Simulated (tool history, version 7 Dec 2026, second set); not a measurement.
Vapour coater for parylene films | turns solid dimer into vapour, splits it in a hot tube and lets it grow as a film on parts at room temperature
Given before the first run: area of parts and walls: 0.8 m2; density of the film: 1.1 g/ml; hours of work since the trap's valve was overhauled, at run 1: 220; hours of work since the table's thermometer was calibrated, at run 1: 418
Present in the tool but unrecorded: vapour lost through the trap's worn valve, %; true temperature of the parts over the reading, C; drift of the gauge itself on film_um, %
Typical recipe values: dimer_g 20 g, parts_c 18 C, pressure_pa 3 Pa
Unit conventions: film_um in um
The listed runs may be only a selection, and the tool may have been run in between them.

run,hour,dimer_g,parts_c,pressure_pa,hours of work since the trap's valve was overhauled,hours of work since the table's thermometer was calibrated,film_um
1,0,20,18,3,220,418,12.59
2,26.8,20,18,3,242,440,12.51
3,41.6,20,18,3,255,453,12.55
4,59.3,20,21,3,270,468,11.4
5,86.5,20,21,3,293,491,11.48
6,101.6,20,11,3,306,504,15.56
7,122.8,20,11,3,324,522,15.34
8,153.1,20,11,3,349,547,15.49
9,172.3,20,11,3,366,564,15.34
10,203.8,20,18,3,392,590,12.39
11,234.2,20,18,3,418,616,12.29
12,254.7,20,18,3,435,633,12.08
13,286.6,20,18,3,462,661,12.29
14,312.9,20,13,3,485,683,13.96
15,335.4,20,13,3,504,702,14.29
16,350.9,20,13,3,517,715,14.1
17,386.3,20,13,3,547,745,14.03
18,418.7,20,18,2.87,574,772,12.19
19,438.6,20,18,3,591,789,11.96
20,461.5,20,18,3,611,809,11.91
21,485.2,20,18,3,631,829,11.93
22,513.3,15,18,3,654,852,8.95
# hour 528.4: trap's valve overhauled
23,541,15,18,3,11,873,9.92
24,556.3,9,24,2,24,886,5.32
25,588,15,18,6.71,50,912,8.39
26,613.7,20,14,3,72,934,14.82
# hour 617: table's thermometer calibrated
27,641.5,16,13,3,95,21,12.15
28,670.9,28,18,4.48,120,46,16.82
29,691.1,28,14,4.48,137,63,18.89
30,713.8,10,17,4.48,156,82,6.25
31,730.4,9,17,7.96,170,96,4.94
32,748.6,9,17,7.96,186,111,4.98
# hour 765.6: table's thermometer calibrated, once more
33,780.5,20,18,8.83,212,13,9.97
34,795.2,30,24,3,224,25,15.32
35,820,9,18,2.55,245,46,5.78
36,843.1,20,16,3.4,265,66,12.73
37,857.7,18,16,3.39,277,78,11.41

Entry by entry between the runs, the difference in hidden state between the last listed run before and the first listed run after:
Logged between run 22 and run 23: trap's valve overhauled (hour 528.4)
  vapour lost through the trap's worn valve, %: 10.1 -> 1; true temperature of the parts over the reading, C: -0.99 -> -1.02
  the result without the hidden state subtracted from the measured one, film_um: -0.72 -> +0.21 um
Logged between run 26 and run 27: table's thermometer calibrated (hour 617)
  vapour lost through the trap's worn valve, %: 2 -> 2.4; true temperature of the parts over the reading, C: -1.1 -> -1.44
  the result without the hidden state subtracted from the measured one, film_um: +0.2 -> +0.24 um
Logged between run 32 and run 33: table's thermometer calibrated, once more (hour 765.6)
  vapour lost through the trap's worn valve, %: 3.8 -> 4.2; true temperature of the parts over the reading, C: -1.56 -> -0.18
  the result without the hidden state subtracted from the measured one, film_um: +0.04 -> -0.39 um
